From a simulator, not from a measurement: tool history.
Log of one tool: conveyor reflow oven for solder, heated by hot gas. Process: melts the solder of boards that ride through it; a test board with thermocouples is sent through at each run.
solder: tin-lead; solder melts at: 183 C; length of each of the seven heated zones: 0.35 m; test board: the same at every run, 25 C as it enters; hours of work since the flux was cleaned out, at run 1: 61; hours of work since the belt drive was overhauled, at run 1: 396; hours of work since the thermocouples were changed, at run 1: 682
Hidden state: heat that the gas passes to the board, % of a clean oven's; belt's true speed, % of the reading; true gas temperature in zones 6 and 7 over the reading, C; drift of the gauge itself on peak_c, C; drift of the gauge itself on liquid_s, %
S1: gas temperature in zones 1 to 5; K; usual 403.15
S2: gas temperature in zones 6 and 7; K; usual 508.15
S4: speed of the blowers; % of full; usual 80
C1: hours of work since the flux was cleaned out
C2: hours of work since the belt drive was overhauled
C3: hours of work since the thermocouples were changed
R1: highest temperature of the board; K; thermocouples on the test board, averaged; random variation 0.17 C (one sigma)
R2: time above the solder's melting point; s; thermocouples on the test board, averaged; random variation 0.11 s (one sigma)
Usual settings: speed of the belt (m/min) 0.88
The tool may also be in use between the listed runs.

run 1 hour=0 | S1=403.15 S2=508.15 speed_of_the_belt_(m/min)=0.88 S4=80 | C1=61 C2=396 C3=682 | R1=486.45 R2=31.4
run 2 hour=29.1 | S1=403.15 S2=508.15 speed_of_the_belt_(m/min)=0.88 S4=80 | C1=81 C2=417 C3=703 | R1=486.45 R2=31.3
run 3 hour=59.1 | S1=403.15 S2=508.15 speed_of_the_belt_(m/min)=0.88 S4=80 | C1=103 C2=439 C3=724 | R1=486.45 R2=31.6
run 4 hour=78.4 | S1=403.15 S2=508.15 speed_of_the_belt_(m/min)=0.88 S4=80 | C1=117 C2=452 C3=738 | R1=486.55 R2=31.4
-- hour=98.6 thermocouples of zones 6 and 7 changed
run 5 hour=98.9 | S1=403.15 S2=508.15 speed_of_the_belt_(m/min)=0.88 S4=80 | C1=130 C2=466 C3=0 | R1=486.45 R2=31.5
run 6 hour=115.5 | S1=403.15 S2=510.15 speed_of_the_belt_(m/min)=0.88 S4=80 | C1=142 C2=477 C3=12 | R1=488.05 R2=32.4
run 7 hour=139.3 | S1=403.15 S2=510.15 speed_of_the_belt_(m/min)=0.88 S4=80 | C1=159 C2=494 C3=29 | R1=488.25 R2=32.2
run 8 hour=164.6 | S1=403.15 S2=510.15 speed_of_the_belt_(m/min)=0.88 S4=80 | C1=177 C2=513 C3=47 | R1=488.35 R2=32.2
run 9 hour=180.6 | S1=403.15 S2=510.15 speed_of_the_belt_(m/min)=0.88 S4=80 | C1=188 C2=524 C3=59 | R1=488.35 R2=32.4
run 10 hour=202.8 | S1=403.15 S2=500.15 speed_of_the_belt_(m/min)=0.709 S4=70 | C1=204 C2=540 C3=74 | R1=484.15 R2=38.7
run 11 hour=226.3 | S1=403.15 S2=500.15 speed_of_the_belt_(m/min)=0.709 S4=70 | C1=221 C2=557 C3=91 | R1=484.25 R2=38.5
run 12 hour=256.8 | S1=403.15 S2=513.15 speed_of_the_belt_(m/min)=0.739 S4=70 | C1=243 C2=578 C3=113 | R1=494.25 R2=42.2
-- hour=279 flux residue cleaned out of gas plates and filters
run 13 hour=291 | S1=403.15 S2=508.15 speed_of_the_belt_(m/min)=1.031 S4=80 | C1=9 C2=599 C3=134 | R1=480.25 R2=23.1
run 14 hour=309.8 | S1=392.15 S2=500.15 speed_of_the_belt_(m/min)=0.834 S4=89 | C1=22 C2=613 C3=147 | R1=482.05 R2=29.2
run 15 hour=327.5 | S1=389.15 S2=515.15 speed_of_the_belt_(m/min)=0.88 S4=88 | C1=35 C2=625 C3=160 | R1=491.95 R2=32
run 16 hour=342.4 | S1=389.15 S2=515.15 speed_of_the_belt_(m/min)=0.88 S4=88 | C1=45 C2=636 C3=171 | R1=491.65 R2=32
run 17 hour=360.1 | S1=389.15 S2=519.15 speed_of_the_belt_(m/min)=0.88 S4=75 | C1=58 C2=649 C3=183 | R1=490.85 R2=31.1

Hidden state at the last listed run before each entry between runs and at the first one after, where it differs:
Between runs 4 and 5: thermocouples of zones 6 and 7 changed (hour 98.6)
  true gas temperature in zones 6 and 7 over the reading, C: -0.04 -> 0.01
Between runs 12 and 13: flux residue cleaned out of gas plates and filters (hour 279)
  heat that the gas passes to the board, % of a clean oven's: 99.8 -> 100
